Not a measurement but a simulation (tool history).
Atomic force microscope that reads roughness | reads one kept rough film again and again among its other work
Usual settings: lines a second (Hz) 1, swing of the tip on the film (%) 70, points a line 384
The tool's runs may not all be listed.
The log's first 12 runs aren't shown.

run   hour  lines a second (Hz)  swing of the tip on the film (%)  points a line  roughness of the kept film (nm (root mean square))
 13  104.3                    1                                70            291                                               2.029
 14  110.9                    1                                70            291                                               2.029
 15  118.5                    1                                70            291                                               1.998
 16  129.8                    1                                70            291                                               1.991
 17  137.4                    1                                70            291                                               1.979
     139.6  -- new tip fitted
 18  143.5                    1                                62            384                                               2.193
 19  152.3                    1                                62            384                                               2.194
 20  163.7                    1                                78            282                                               2.079
 21  170.6                    1                                78            282                                               2.065
     172.4  -- height scale calibrated on a step standard
 22  178.4                 0.82                                70            420                                               2.133
 23  187.7                 2.32                                62            744                                               2.087
 24  193.4                  1.3                                71            711                                               2.094
 25  198.5                 0.84                                55            393                                               2.163
 26  205.6                 3.54                                55            393                                               2.064
 27    217                 3.54                                86            393                                               1.594
     223.4  -- height scale calibrated on a step standard, once more
 28  224.3                 3.22                                57            312                                               2.025
 29  233.9                 0.89                                90            553                                               1.949
 30  239.6                 0.89                                90            553                                               1.925
 31  250.9                 0.58                                69            384                                               2.072
 32  257.8                 0.58                                69            384                                                2.06
 33    263                 0.86                                68            384                                                2.05
 34  269.4                 0.86                                74            266                                               1.991
 35  274.4                 0.74                                61            515                                               2.061

3 ways to go on from here, each from the tool as it stands after run 35. What would each give?
       282  -- new tip fitted
  A  283.4                 0.74                                73            260                                                   ?
       282  -- new tip fitted
  B  283.4                 0.74                                67            363                                                   ?
       282  -- new tip fitted
  C  283.4                 0.74                                77            515                                                   ?

run  roughness of the kept film (nm (root mean square))
  A                                               2.152
  B                                               2.203
  C                                               2.175
Without the tool's hidden state the same runs would have given:
run  roughness of the kept film (nm (root mean square))
  A                                                2.15
  B                                               2.201
  C                                               2.173

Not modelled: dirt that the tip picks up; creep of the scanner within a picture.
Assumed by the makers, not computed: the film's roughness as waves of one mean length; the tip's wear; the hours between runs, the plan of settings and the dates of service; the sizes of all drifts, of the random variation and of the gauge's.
